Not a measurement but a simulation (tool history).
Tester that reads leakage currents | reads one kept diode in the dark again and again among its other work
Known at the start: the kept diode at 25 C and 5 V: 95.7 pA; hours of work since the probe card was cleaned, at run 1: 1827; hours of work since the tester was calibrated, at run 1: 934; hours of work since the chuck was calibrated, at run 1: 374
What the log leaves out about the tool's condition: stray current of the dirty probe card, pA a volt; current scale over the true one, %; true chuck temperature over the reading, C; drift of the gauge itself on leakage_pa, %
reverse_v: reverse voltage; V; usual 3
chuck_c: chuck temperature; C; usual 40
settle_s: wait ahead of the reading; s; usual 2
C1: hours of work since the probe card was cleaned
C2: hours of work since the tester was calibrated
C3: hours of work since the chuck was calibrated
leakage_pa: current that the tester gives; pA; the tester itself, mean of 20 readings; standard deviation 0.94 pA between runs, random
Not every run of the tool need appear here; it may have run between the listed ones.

Run 1, hour 0: usual settings; C1 1827; C2 934; C3 374. Result: leakage_pa 292.58 pA.
Run 2, hour 28.7: usual settings; C1 1844; C2 951; C3 392. Result: leakage_pa 292.34 pA.
Run 3, hour 51.3: usual settings; C1 1858; C2 964; C3 405. Result: leakage_pa 290.88 pA.
Run 4, hour 94.5: usual settings; C1 1884; C2 990; C3 431. Result: leakage_pa 291.89 pA.
Run 5, hour 120.4: usual settings; C1 1899; C2 1006; C3 446. Result: leakage_pa 287.87 pA.
Run 6, hour 143: usual settings but settle_s 0.73 s; C1 1913; C2 1019; C3 460. Result: leakage_pa 290.81 pA.
Run 7, hour 170.5: usual settings but settle_s 0.73 s; C1 1929; C2 1036; C3 476. Result: leakage_pa 288.98 pA.
Run 8, hour 203.1: usual settings but settle_s 0.73 s; C1 1949; C2 1055; C3 496. Result: leakage_pa 289.03 pA.
Run 9, hour 228.7: usual settings but settle_s 0.73 s; C1 1964; C2 1071; C3 511. Result: leakage_pa 289.27 pA.
Run 10, hour 255.5: usual settings but chuck_c 27 C, settle_s 0.73 s; C1 1980; C2 1087; C3 527. Result: leakage_pa 90.04 pA.
Run 11, hour 287.5: usual settings but chuck_c 27 C, settle_s 0.73 s; C1 1999; C2 1106; C3 546. Result: leakage_pa 89.85 pA.
Run 12, hour 324.1: usual settings but chuck_c 27 C, settle_s 0.73 s; C1 2021; C2 1128; C3 568. Result: leakage_pa 89.32 pA.
Run 13, hour 367: usual settings but chuck_c 22 C; C1 2047; C2 1153; C3 594. Result: leakage_pa 55.09 pA.
Run 14, hour 389.5: usual settings but chuck_c 22 C; C1 2060; C2 1167; C3 607. Result: leakage_pa 54.95 pA.
Run 15, hour 429.6: usual settings; C1 2084; C2 1191; C3 631. Result: leakage_pa 281.48 pA.
Run 16, hour 463.6: usual settings but reverse_v 4.36 V; C1 2104; C2 1211; C3 652. Result: leakage_pa 322.47 pA.
Run 17, hour 486.5: usual settings but reverse_v 4.36 V; C1 2118; C2 1225; C3 665. Result: leakage_pa 321.58 pA.
Run 18, hour 523.9: usual settings but reverse_v 4.36 V; C1 2140; C2 1247; C3 688. Result: leakage_pa 320.93 pA.
Run 19, hour 557.7: usual settings; C1 2161; C2 1267; C3 708. Result: leakage_pa 278.78 pA.
Run 20, hour 589.6: usual settings; C1 2180; C2 1286; C3 727. Result: leakage_pa 279.93 pA.
At hour 620.6: chuck's temperature calibrated.
Run 21, hour 627.8: usual settings; C1 2201; C2 1308; C3 4. Result: leakage_pa 314.01 pA.
Run 22, hour 671.1: usual settings; C1 2227; C2 1334; C3 30. Result: leakage_pa 310.48 pA.
Run 23, hour 711.4: usual settings but chuck_c 46 C, settle_s 9.27 s; C1 2251; C2 1358; C3 54. Result: leakage_pa 516 pA.
Run 24, hour 733.7: usual settings but chuck_c 43 C, settle_s 9.27 s; C1 2265; C2 1371; C3 68. Result: leakage_pa 400.35 pA.
Run 25, hour 773.2: usual settings but chuck_c 43 C, settle_s 9.27 s; C1 2288; C2 1395; C3 91. Result: leakage_pa 398.44 pA.
Run 26, hour 815.7: usual settings but chuck_c 43 C, settle_s 9.27 s; C1 2314; C2 1420; C3 117. Result: leakage_pa 397.01 pA.
Run 27, hour 858.4: usual settings but reverse_v 2.25 V, settle_s 0.82 s; C1 2339; C2 1446; C3 142. Result: leakage_pa 277.61 pA.
Run 28, hour 893.6: usual settings but reverse_v 16.7 V, chuck_c 35 C, settle_s 0.6 s; C1 2360; C2 1467; C3 163. Result: leakage_pa 377.99 pA.
Run 29, hour 930.1: usual settings but reverse_v 16.7 V, chuck_c 35 C, settle_s 1.36 s; C1 2382; C2 1489; C3 185. Result: leakage_pa 367.94 pA.
Run 30, hour 967.2: usual settings but reverse_v 16.7 V, chuck_c 35 C, settle_s 1.36 s; C1 2404; C2 1511; C3 207. Result: leakage_pa 367.39 pA.
Run 31, hour 1003.8: usual settings but reverse_v 1.81 V, settle_s 1.41 s; C1 2426; C2 1533; C3 229. Result: leakage_pa 252.89 pA.
Run 32, hour 1041.3: usual settings but reverse_v 1.81 V, settle_s 1.27 s; C1 2448; C2 1555; C3 251. Result: leakage_pa 251.35 pA.
Run 33, hour 1074.3: usual settings but reverse_v 1.81 V, settle_s 1.27 s; C1 2468; C2 1575; C3 271. Result: leakage_pa 250.91 pA.
Run 34, hour 1098.9: usual settings but reverse_v 1.81 V, settle_s 1.27 s; C1 2483; C2 1589; C3 286. Result: leakage_pa 250.9 pA.
Run 35, hour 1126.9: usual settings but reverse_v 2.04 V, chuck_c 52 C, settle_s 0.3 s; C1 2500; C2 1606; C3 303. Result: leakage_pa 707.63 pA.
Run 36, hour 1146.8: usual settings but reverse_v 2.04 V, chuck_c 52 C, settle_s 0.3 s; C1 2512; C2 1618; C3 315. Result: leakage_pa 709.12 pA.
Run 37, hour 1178.4: usual settings but reverse_v 2.04 V, chuck_c 52 C, settle_s 0.3 s; C1 2530; C2 1637; C3 333. Result: leakage_pa 705.67 pA.
Run 38, hour 1221.4: usual settings but reverse_v 1.21 V, chuck_c 52 C, settle_s 4.31 s; C1 2556; C2 1663; C3 359. Result: leakage_pa 585.7 pA.

What would each run have given without the hidden state, its run-to-run variation left as it was?
run  leakage_pa
  1      311.12
  2      311.52
  3      310.55
  4      312.69
  5      309.09
  6      312.74
  7      311.48
  8      312.29
  9      313.21
 10       97.81
 11       97.89
 12       97.64
 13        60.4
 14       60.36
 15      309.84
 16      355.78
 17      355.56
 18      355.87
 19      310.25
 20      312.32
 21      313.23
 22      310.78
 23      518.63
 24      402.93
 25      402.33
 26      402.23
 27      282.26
 28      381.91
 29      372.85
 30       373.4
 31       260.3
 32      259.48
 33       259.7
 34      260.23
 35       734.4
 36      737.01
 37      735.24
 38      612.49

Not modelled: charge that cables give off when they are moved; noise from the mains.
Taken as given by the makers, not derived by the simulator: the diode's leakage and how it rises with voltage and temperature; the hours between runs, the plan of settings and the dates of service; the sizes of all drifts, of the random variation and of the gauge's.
